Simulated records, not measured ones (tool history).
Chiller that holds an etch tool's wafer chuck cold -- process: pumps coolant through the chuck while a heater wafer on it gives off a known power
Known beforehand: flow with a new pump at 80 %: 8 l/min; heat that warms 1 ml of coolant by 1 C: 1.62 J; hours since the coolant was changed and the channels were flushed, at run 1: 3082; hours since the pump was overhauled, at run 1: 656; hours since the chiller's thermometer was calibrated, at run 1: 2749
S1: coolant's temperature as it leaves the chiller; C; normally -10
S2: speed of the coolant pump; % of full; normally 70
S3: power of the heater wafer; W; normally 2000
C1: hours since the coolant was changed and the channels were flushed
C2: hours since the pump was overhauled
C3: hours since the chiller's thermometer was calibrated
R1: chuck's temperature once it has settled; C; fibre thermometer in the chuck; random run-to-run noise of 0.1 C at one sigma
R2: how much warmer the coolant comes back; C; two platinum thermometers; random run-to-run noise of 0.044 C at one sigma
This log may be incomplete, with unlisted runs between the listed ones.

run 1 hour=0 | S1=-10 S2=70 S3=2000 | C1=3082 C2=656 C3=2749 | R1=8.9 R2=10.75
run 2 hour=39.5 | S1=-10 S2=70 S3=2000 | C1=3121 C2=695 C3=2789 | R1=8.7 R2=10.7
run 3 hour=91.7 | S1=-10 S2=70 S3=2000 | C1=3174 C2=747 C3=2841 | R1=8.9 R2=10.63
run 4 hour=161.8 | S1=-10 S2=70 S3=2000 | C1=3244 C2=817 C3=2911 | R1=8.6 R2=10.69
run 5 hour=197 | S1=-10 S2=70 S3=2000 | C1=3279 C2=853 C3=2946 | R1=8.7 R2=10.73
run 6 hour=271 | S1=-10 S2=70 S3=2000 | C1=3353 C2=927 C3=3020 | R1=8.7 R2=10.75
run 7 hour=330.7 | S1=-10 S2=70 S3=2000 | C1=3413 C2=986 C3=3080 | R1=8.8 R2=10.76
run 8 hour=388.3 | S1=-10 S2=70 S3=2000 | C1=3470 C2=1044 C3=3138 | R1=8.7 R2=10.79
run 9 hour=447.5 | S1=-10 S2=61 S3=2000 | C1=3529 C2=1103 C3=3197 | R1=11 R2=12.44
run 10 hour=512.2 | S1=-10 S2=61 S3=2000 | C1=3594 C2=1168 C3=3261 | R1=10.9 R2=12.59
run 11 hour=575.7 | S1=-10 S2=70 S3=1228 | C1=3658 C2=1231 C3=3325 | R1=1.4 R2=6.69
run 12 hour=652.3 | S1=-12 S2=81 S3=2300 | C1=3734 C2=1308 C3=3402 | R1=7.3 R2=10.63
run 13 hour=730.3 | S1=-12 S2=81 S3=2300 | C1=3812 C2=1386 C3=3480 | R1=7.2 R2=10.64
run 14 hour=797.5 | S1=-12 S2=81 S3=2300 | C1=3879 C2=1453 C3=3547 | R1=7.1 R2=10.66
run 15 hour=832.1 | S1=-19 S2=70 S3=1550 | C1=3914 C2=1488 C3=3581 | R1=-4.4 R2=8.43
run 16 hour=880 | S1=-10 S2=68 S3=2261 | C1=3962 C2=1536 C3=3629 | R1=11.7 R2=12.64
run 17 hour=942.4 | S1=-10 S2=68 S3=2261 | C1=4024 C2=1598 C3=3692 | R1=11.7 R2=12.55
run 18 hour=1011.5 | S1=-6 S2=95 S3=2261 | C1=4093 C2=1667 C3=3761 | R1=10.6 R2=8.79
run 19 hour=1064 | S1=-19 S2=65 S3=1381 | C1=4146 C2=1720 C3=3813 | R1=-5.2 R2=8.16
run 20 hour=1108.1 | S1=-6 S2=68 S3=1381 | C1=4190 C2=1764 C3=3857 | R1=7.4 R2=7.79

5 ways to go on from here, each from the tool as it stands after run 20. What would each give?
run A hour=1158.3 | S1=-11 S2=93 S3=2000 | C1=4240 C2=1814 C3=3908 | R1=? R2=?
run B hour=1158.3 | S1=-12 S2=68 S3=2764 | C1=4240 C2=1814 C3=3908 | R1=? R2=?
run C hour=1158.3 | S1=-16 S2=74 S3=2000 | C1=4240 C2=1814 C3=3908 | R1=? R2=?
run D hour=1158.3 | S1=-19 S2=68 S3=1033 | C1=4240 C2=1814 C3=3908 | R1=? R2=?
run E hour=1158.3 | S1=-18 S2=79 S3=1685 | C1=4240 C2=1814 C3=3908 | R1=? R2=?

run=A R1=4.1 R2=7.98
run=B R1=14.7 R2=15.43
run=C R1=1.9 R2=10.32
run=D R1=-9.1 R2=5.88
run=E R1=-3.6 R2=8.05
Stripped of hidden state, with their random variation kept, the same runs would have yielded:
run=A R1=4 R2=7.82
run=B R1=14.6 R2=15.26
run=C R1=1.8 R2=10.15
run=D R1=-9.2 R2=5.72
run=E R1=-3.6 R2=7.89
